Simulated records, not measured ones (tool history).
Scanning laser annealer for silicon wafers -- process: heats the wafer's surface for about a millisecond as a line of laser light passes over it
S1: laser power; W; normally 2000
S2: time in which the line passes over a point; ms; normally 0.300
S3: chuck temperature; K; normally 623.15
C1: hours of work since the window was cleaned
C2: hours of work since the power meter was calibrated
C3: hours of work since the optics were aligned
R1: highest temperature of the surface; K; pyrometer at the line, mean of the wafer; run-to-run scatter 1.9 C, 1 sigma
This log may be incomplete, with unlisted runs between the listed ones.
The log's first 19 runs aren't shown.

| run | hour | S1 | S2 | S3 | C1 | C2 | C3 | R1 |
|---|---|---|---|---|---|---|---|---|
| 20 | 378.0 | 2000 | 0.300 | 623.15 | 131 | 233 | 1632 | 1425.15 |
| 21 | 395.9 | 2000 | 0.300 | 623.15 | 139 | 241 | 1640 | 1427.15 |
| 22 | 410.0 | 2000 | 0.300 | 623.15 | 146 | 248 | 1647 | 1425.15 |
| 23 | 422.7 | 1769 | 0.363 | 655.15 | 152 | 254 | 1653 | 1409.15 |
| 24 | 449.6 | 1801 | 0.226 | 625.15 | 164 | 266 | 1666 | 1247.15 |
|  | 456.8 | optics aligned, line set to its width |
| 25 | 478.3 | 1801 | 0.226 | 625.15 | 176 | 278 | 10 | 1259.15 |
| 26 | 504.3 | 1942 | 0.226 | 590.15 | 188 | 290 | 22 | 1281.15 |
| 27 | 516.9 | 1942 | 0.226 | 590.15 | 194 | 296 | 28 | 1280.15 |
| 28 | 529.8 | 2155 | 0.222 | 595.15 | 200 | 302 | 34 | 1372.15 |
| 29 | 549.9 | 1717 | 0.273 | 658.15 | 209 | 311 | 44 | 1304.15 |
| 30 | 564.1 | 1717 | 0.318 | 609.15 | 216 | 318 | 51 | 1296.15 |
| 31 | 592.9 | 1738 | 0.316 | 623.15 | 230 | 332 | 64 | 1319.15 |
| 32 | 610.6 | 1794 | 0.222 | 623.15 | 238 | 340 | 73 | 1246.15 |
| 33 | 626.5 | 1794 | 0.222 | 623.15 | 246 | 348 | 80 | 1243.15 |
| 34 | 648.6 | 2071 | 0.367 | 619.15 | 256 | 358 | 91 | 1535.15 |
| 35 | 663.3 | 2069 | 0.301 | 645.15 | 263 | 365 | 97 | 1485.15 |
| 36 | 689.8 | 1937 | 0.378 | 586.15 | 275 | 377 | 110 | 1438.15 |
| 37 | 707.4 | 1937 | 0.258 | 634.15 | 284 | 386 | 118 | 1357.15 |
| 38 | 725.2 | 2107 | 0.300 | 656.15 | 292 | 394 | 127 | 1511.15 |
| 39 | 745.1 | 2000 | 0.237 | 650.15 | 302 | 403 | 136 | 1376.15 |
| 40 | 774.2 | 2000 | 0.283 | 662.15 | 315 | 417 | 150 | 1441.15 |
| 41 | 788.3 | 1730 | 0.252 | 596.15 | 322 | 424 | 156 | 1223.15 |
| 42 | 805.8 | 1730 | 0.252 | 644.15 | 330 | 432 | 165 | 1268.15 |

3 options for the next run, each taken on its own from the tool as it stands now. Forecast them:
| A | 826.7 | 2123 | 0.300 | 623.15 | 340 | 442 | 175 | ? |
| B | 826.7 | 2000 | 0.300 | 607.15 | 340 | 442 | 175 | ? |
| C | 826.7 | 1854 | 0.252 | 644.15 | 340 | 442 | 175 | ? |

| run | R1 |
|---|---|
| A | 1480.15 |
| B | 1402.15 |
| C | 1319.15 |
Without the tool's unlogged condition, the same runs would have read:
| run | R1 |
|---|---|
| A | 1506.15 |
| B | 1427.15 |
| C | 1340.15 |
